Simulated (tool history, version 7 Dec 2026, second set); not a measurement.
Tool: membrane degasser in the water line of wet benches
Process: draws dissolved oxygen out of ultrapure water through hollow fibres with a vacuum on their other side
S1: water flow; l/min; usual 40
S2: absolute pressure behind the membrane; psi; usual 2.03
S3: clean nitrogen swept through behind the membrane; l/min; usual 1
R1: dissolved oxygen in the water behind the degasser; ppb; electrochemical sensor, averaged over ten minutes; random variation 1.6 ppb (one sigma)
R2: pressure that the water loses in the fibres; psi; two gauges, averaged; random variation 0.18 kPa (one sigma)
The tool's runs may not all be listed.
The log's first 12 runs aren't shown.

| run | hour | S1 | S2 | S3 | R1 | R2 |
|---|---|---|---|---|---|---|
| 13 | 499.1 | 40 | 2.03 | 1 | 800.6 | 5.146 |
| 14 | 532.7 | 40 | 2.03 | 1 | 800.7 | 5.153 |
| 15 | 586.8 | 49 | 2.03 | 1 | 933.8 | 6.283 |
| 16 | 647.3 | 62 | 2.03 | 1 | 1116.3 | 7.97 |
| 17 | 706.3 | 40 | 2.03 | 0.43 | 1404.6 | 5.144 |
| 18 | 738.2 | 40 | 2.03 | 0.43 | 1406.1 | 5.144 |
| 19 | 791.3 | 40 | 4.03 | 2.44 | 836.1 | 5.104 |
| 20 | 851.8 | 61 | 1.96 | 2.44 | 555.1 | 7.832 |
| 21 | 898.2 | 47 | 1.96 | 0.93 | 913.5 | 6.042 |
| 22 | 934.2 | 46 | 5.08 | 0.69 | 2765.3 | 5.851 |
| 23 | 979.7 | 46 | 5.08 | 0.69 | 2770.4 | 5.935 |
| 24 | 1025.5 | 59 | 1.33 | 1 | 638.1 | 7.496 |
| 25 | 1079.8 | 59 | 1.33 | 1 | 636.5 | 7.527 |
| 26 | 1124.8 | 59 | 1.33 | 1 | 635.7 | 7.545 |
| 27 | 1152 | 59 | 2.61 | 1.5 | 1071.4 | 7.583 |
| 28 | 1208 | 26 | 4.45 | 0.77 | 1604.3 | 3.329 |
| 29 | 1248.5 | 40 | 3.6 | 1 | 1478.4 | 5.108 |
| 30 | 1282.7 | 47 | 2.19 | 1 | 984.9 | 5.961 |
| 31 | 1320.8 | 40 | 1.41 | 1.93 | 293.8 | 5.073 |

Forecast each of these 5 alternatives for the next run:
| A | 1356.1 | 49 | 2.03 | 0.53 | ? | ? |
| B | 1356.1 | 36 | 2.03 | 1 | ? | ? |
| C | 1356.1 | 40 | 2.93 | 2.56 | ? | ? |
| D | 1356.1 | 40 | 1.49 | 0.69 | ? | ? |
| E | 1356.1 | 45 | 1.41 | 1.85 | ? | ? |

| run | R1 | R2 |
|---|---|---|
| A | 1408.5 | 6.241 |
| B | 737.6 | 4.592 |
| C | 573.1 | 5.092 |
| D | 713.6 | 5.037 |
| E | 339.8 | 5.72 |
Without the tool's hidden state the same runs would have given:
| run | R1 | R2 |
|---|---|---|
| A | 1408.4 | 6.393 |
| B | 737.5 | 4.705 |
| C | 573 | 5.216 |
| D | 713.5 | 5.162 |
| E | 339.7 | 5.86 |

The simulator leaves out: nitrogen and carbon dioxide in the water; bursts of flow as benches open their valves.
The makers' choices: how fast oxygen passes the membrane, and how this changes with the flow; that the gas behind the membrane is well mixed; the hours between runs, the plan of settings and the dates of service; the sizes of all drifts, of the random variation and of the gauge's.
